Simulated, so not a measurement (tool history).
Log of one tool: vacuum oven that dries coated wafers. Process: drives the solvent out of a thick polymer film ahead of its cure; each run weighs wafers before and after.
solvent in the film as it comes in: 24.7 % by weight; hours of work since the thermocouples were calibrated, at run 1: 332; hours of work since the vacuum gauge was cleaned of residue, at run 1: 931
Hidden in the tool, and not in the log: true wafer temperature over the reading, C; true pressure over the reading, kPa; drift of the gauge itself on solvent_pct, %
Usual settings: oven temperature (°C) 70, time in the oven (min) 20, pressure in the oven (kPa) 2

run,hour,oven temperature (°C),time in the oven (min),pressure in the oven (kPa),hours of work since the thermocouples were calibrated,hours of work since the vacuum gauge was cleaned of residue,solvent left in the film (%)
1,0,70,20,2,332,931,4.14
2,29.9,70,20,2,355,953,4.17
3,59.1,70,20,1.53,377,975,4.08
4,74.7,70,20,2,388,987,4.14
5,104.5,70,20,2,411,1009,4.1
6,132.8,70,20,2,432,1031,4.12
7,153.8,70,20,2,448,1046,4.17
8,169.9,70,20,2,460,1059,4.13
9,203.5,70,20,1.02,485,1084,3.86
10,222.2,70,20,1.02,499,1098,3.92
11,245.7,70,20,1.02,517,1115,3.95
12,269.1,70,20,1.83,534,1133,4.16
13,293.1,70,20,1.83,552,1151,4.09
14,323.9,70,20,2,575,1174,4.16
15,345.4,70,20,2,591,1190,4.14
16,360.2,70,20,2,602,1201,4.19
17,375.6,70,20,2,614,1213,4.13
18,405.7,70,20,5.06,637,1235,4.79
19,431.1,70,20,5.06,656,1254,4.82
20,463,70,35,2,680,1278,1.5
21,484.8,70,35,2,696,1295,1.54
22,512.5,70,15,2,717,1316,6.05
23,545,70,20,3.33,741,1340,4.48
24,569.3,70,20,3.33,759,1358,4.46
25,585.8,58,25,1.37,772,1371,6.93
26,603.3,58,25,1.37,785,1384,6.97
# hour 623.9: oven's thermocouples calibrated
27,626.8,58,25,1.37,2,1400,6.89
28,650.2,58,34,1.37,20,1417,4.84
29,664.4,61,13,2,30,1428,10.5
30,684.4,61,13,2,45,1443,10.47
31,704.9,76,32,1.51,61,1458,0.8
32,735,80,20,1.19,83,1481,1.43
33,769.3,80,20,1.19,109,1507,1.39
34,799.8,68,21,5.65,132,1530,5.34
35,832,72,20,5.52,156,1554,4.27
36,856,78,30,4.23,174,1572,1.21
37,872.7,59,13,1.41,187,1584,11.14
38,903.6,61,14,5.88,210,1607,10.94
39,937.5,70,13,3.42,235,1633,7.32
40,957.9,70,13,3.42,251,1648,7.34
41,973.3,70,13,3.42,262,1660,7.26
42,997.7,61,20,7.24,280,1678,8.84
43,1013.4,66,20,3.78,292,1690,5.99

How the hidden state differs across the entries between the runs, from the last listed run before each to the first after it:
Between runs 26 and 27: oven's thermocouples calibrated (hour 623.9)
  true wafer temperature over the reading, C: -0.13 -> 0.02; true pressure over the reading, kPa: 0.036 -> 0.037
  measured less the result without the state, solvent left in the film (%): +0.07 -> +0

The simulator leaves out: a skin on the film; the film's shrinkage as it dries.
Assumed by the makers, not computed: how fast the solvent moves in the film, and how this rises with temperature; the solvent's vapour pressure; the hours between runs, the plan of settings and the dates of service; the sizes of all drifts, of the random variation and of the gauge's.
